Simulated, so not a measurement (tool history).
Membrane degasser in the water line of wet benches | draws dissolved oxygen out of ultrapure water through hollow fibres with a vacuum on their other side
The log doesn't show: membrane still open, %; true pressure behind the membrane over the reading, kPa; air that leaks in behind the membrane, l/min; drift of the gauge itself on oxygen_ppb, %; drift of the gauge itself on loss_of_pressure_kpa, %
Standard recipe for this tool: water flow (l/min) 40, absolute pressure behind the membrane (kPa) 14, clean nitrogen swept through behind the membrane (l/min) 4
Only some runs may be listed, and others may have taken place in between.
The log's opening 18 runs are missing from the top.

run	day	water flow (l/min)	absolute pressure behind the membrane (kPa)	clean nitrogen swept through behind the membrane (l/min)	hours since the membrane was changed	hours since the vacuum gauge was calibrated	hours since the vacuum lines were made tight	dissolved oxygen in the water behind the degasser (ppb)	pressure that the water loses in the fibres (kPa)
19	54.221	29	24.8	4.67	1717	314	3257	323	24.91
20	56.662	29	24.8	4.67	1776	372	3315	320.3	25.22
21	60.004	55	24.8	2.49	1856	453	3396	972.6	47.37
22	63.571	28	13.8	3.31	1942	538	3481	216.3	24.14
23	67.008	40	17.7	9.67	2024	621	3564	163.1	34.3
24	69.596	36	17.7	5.36	2086	683	3626	244.4	30.64
25	72.017	40	19.6	9.79	2144	741	3684	178.3	34.19
26	75.088	43	9.6	4.46	2218	815	3758	165.7	36.84
27	78.65	43	10.1	4.46	2304	900	3843	177.7	36.62
28	82.15	28	9.9	3.62	2388	984	3927	130.3	23.91
29	85.971	48	12.9	2.01	2479	1076	4019	506.5	40.52
30	88.258	48	12.9	2.01	2534	1131	4074	506.6	40.29
31	90.925	26	9.8	4	2598	1195	4138	109.8	21.69
32	94.133	62	33.4	4	2675	1272	4215	993.1	52.21

Predict each of these 3 candidate next runs independently; none follows another, all start after run 32:
A	96.267	43	12.2	3.22	2726	1323	4266	?	?
B	96.267	25	33.4	2.05	2726	1323	4266	?	?
C	96.267	62	10.8	4	2726	1323	4266	?	?

run	dissolved oxygen in the water behind the degasser (ppb)	pressure that the water loses in the fibres (kPa)
A	290.5	36.16
B	790.7	20.97
C	304.3	52.07
Stripped of hidden state, with their random variation kept, the same runs would have yielded:
run	dissolved oxygen in the water behind the degasser (ppb)	pressure that the water loses in the fibres (kPa)
A	290.4	37.98
B	790.4	22.02
C	304.2	54.69

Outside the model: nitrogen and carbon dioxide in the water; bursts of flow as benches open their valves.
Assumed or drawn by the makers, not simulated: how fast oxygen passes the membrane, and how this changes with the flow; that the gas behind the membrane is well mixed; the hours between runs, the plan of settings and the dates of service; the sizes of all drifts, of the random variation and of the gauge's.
